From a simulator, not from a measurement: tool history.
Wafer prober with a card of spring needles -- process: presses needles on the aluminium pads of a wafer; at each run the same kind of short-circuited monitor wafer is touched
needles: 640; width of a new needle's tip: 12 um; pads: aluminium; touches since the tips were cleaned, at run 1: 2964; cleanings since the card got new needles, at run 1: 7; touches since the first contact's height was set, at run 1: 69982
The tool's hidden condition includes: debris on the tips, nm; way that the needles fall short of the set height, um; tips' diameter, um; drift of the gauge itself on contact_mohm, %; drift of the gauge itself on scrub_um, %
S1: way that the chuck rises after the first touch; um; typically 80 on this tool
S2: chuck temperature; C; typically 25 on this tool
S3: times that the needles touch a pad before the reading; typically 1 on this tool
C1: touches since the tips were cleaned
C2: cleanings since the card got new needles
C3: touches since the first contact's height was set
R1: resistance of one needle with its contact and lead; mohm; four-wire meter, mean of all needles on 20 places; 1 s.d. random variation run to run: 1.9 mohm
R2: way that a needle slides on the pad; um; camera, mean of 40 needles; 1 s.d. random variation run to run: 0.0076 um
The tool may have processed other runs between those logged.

run	hour	S1	S2	S3	C1	C2	C3	R1	R2
1	0.0	80	25	1	2964	7	69982	205	21.348
# hour 14.6: tips cleaned on abrasive film
# hour 35.9: tips cleaned on abrasive film
2	43.0	80	25	1	3525	9	91175	203	21.379
# hour 54.8: tips cleaned on abrasive film
# hour 59.4: height of the first contact set anew
3	69.0	80	25	1	6852	10	4727	205	21.388
# hour 73.2: tips cleaned on abrasive film
# hour 94.6: tips cleaned on abrasive film
4	105.3	80	25	1	5303	12	22621	205	21.423
# hour 116.3: tips cleaned on abrasive film
# hour 135.8: tips cleaned on abrasive film
5	147.2	80	25	1	5624	14	43211	205	21.435
# hour 156.3: tips cleaned on abrasive film
# hour 174.7: tips cleaned on abrasive film
6	177.9	80	25	1	1560	16	58289	201	21.470
# hour 193.8: tips cleaned on abrasive film
# hour 214.6: tips cleaned on abrasive film
7	229.0	80	25	1	7129	18	83489	202	21.497
# hour 233.2: tips cleaned on abrasive film
# hour 254.4: tips cleaned on abrasive film
8	256.1	80	25	1	869	20	96804	201	21.527
# hour 263.4: height of the first contact set anew
# hour 272.9: tips cleaned on abrasive film
9	279.1	80	25	1	3086	21	7719	203	21.533
# hour 291.5: tips cleaned on abrasive film
10	303.7	80	25	1	6037	22	19832	202	21.565
# hour 311.5: tips cleaned on abrasive film
# hour 330.6: tips cleaned on abrasive film
11	340.6	80	25	1	4952	24	37987	205	21.580
# hour 352.5: tips cleaned on abrasive film
# hour 370.8: tips cleaned on abrasive film
# hour 388.9: tips cleaned on abrasive film
12	389.6	80	25	2	366	27	62084	201	21.608
# hour 407.8: tips cleaned on abrasive film
13	419.4	80	25	1	5745	28	76743	205	21.614
# hour 427.2: tips cleaned on abrasive film
# hour 448.4: tips cleaned on abrasive film
14	458.0	80	25	1	4738	30	95735	205	21.639
# hour 464.9: height of the first contact set anew
# hour 469.4: tips cleaned on abrasive film
# hour 488.7: tips cleaned on abrasive film
15	492.2	80	25	1	1738	32	13387	203	21.664
# hour 509.1: tips cleaned on abrasive film
16	523.5	79	80	1	7126	33	28807	217	21.421
# hour 530.8: tips cleaned on abrasive film
17	545.5	65	73	1	7262	34	39665	217	17.640
# hour 550.1: tips cleaned on abrasive film
# hour 568.5: tips cleaned on abrasive film
18	568.5	96	26	2	0	36	50914	205	26.072
# hour 587.4: tips cleaned on abrasive film
19	603.0	65	57	3	7697	37	67936	213	17.666
# hour 606.1: tips cleaned on abrasive film
# hour 624.1: tips cleaned on abrasive film
20	634.9	65	57	3	5348	39	83652	213	17.678
# hour 643.4: tips cleaned on abrasive film
# hour 661.3: tips cleaned on abrasive film
# hour 669.2: height of the first contact set anew
# hour 681.9: tips cleaned on abrasive film
21	683.6	73	57	2	832	42	7063	211	19.874
# hour 701.9: tips cleaned on abrasive film
# hour 721.7: tips cleaned on abrasive film
22	723.5	73	57	2	869	44	26680	211	19.918
# hour 742.9: tips cleaned on abrasive film
# hour 762.1: tips cleaned on abrasive film
23	772.9	73	57	2	5343	46	51056	214	19.947
# hour 783.1: tips cleaned on abrasive film
# hour 801.5: tips cleaned on abrasive film
24	811.2	73	57	2	4789	48	69879	210	19.959
# hour 819.9: tips cleaned on abrasive film
# hour 834.6: gauge calibrated
# hour 839.1: tips cleaned on abrasive film
25	846.9	73	57	2	3858	50	87443	213	19.496
# hour 857.8: tips cleaned on abrasive film
26	868.7	82	103	1	5362	51	98155	224	21.922
# hour 873.1: height of the first contact set anew
# hour 876.2: tips cleaned on abrasive film
# hour 896.9: tips cleaned on abrasive film
27	910.5	62	91	1	6725	53	18419	220	16.592
# hour 915.1: tips cleaned on abrasive film
# hour 935.4: tips cleaned on abrasive film
28	943.7	62	91	1	4090	55	34739	219	16.604
# hour 955.3: tips cleaned on abrasive film
29	972.3	62	46	1	8403	56	48819	208	16.617
# hour 976.0: tips cleaned on abrasive film
# hour 994.7: tips cleaned on abrasive film
30	1000.5	61	46	1	2892	58	62697	209	16.364

Selected run-to-run steps in R2, each split into two signed amounts: the part the tool would show with no hidden state at all (from settings, incoming material and random variation), and the remainder, which goes to the hidden state together with any gauge scatter not common to the measured and the hidden-state-free results:
Run 17 -> 18: S1 65 -> 96, S2 73 -> 26, S3 1 -> 2, tips cleaned on abrasive film, tips cleaned on abrasive film. R2 +8.432 um: hidden state +0.153, all else +8.279.
Run 18 -> 19: S1 96 -> 65, S2 26 -> 57, S3 2 -> 3, tips cleaned on abrasive film. R2 -8.406 um: hidden state -0.124, all else -8.282.
Run 24 -> 25: tips cleaned on abrasive film, gauge calibrated, tips cleaned on abrasive film. R2 -0.463 um: hidden state -0.468, all else +0.005.
Run 26 -> 27: S1 82 -> 62, S2 103 -> 91, height of the first contact set anew, tips cleaned on abrasive film, tips cleaned on abrasive film. R2 -5.330 um: hidden state +0.017, all else -5.347.
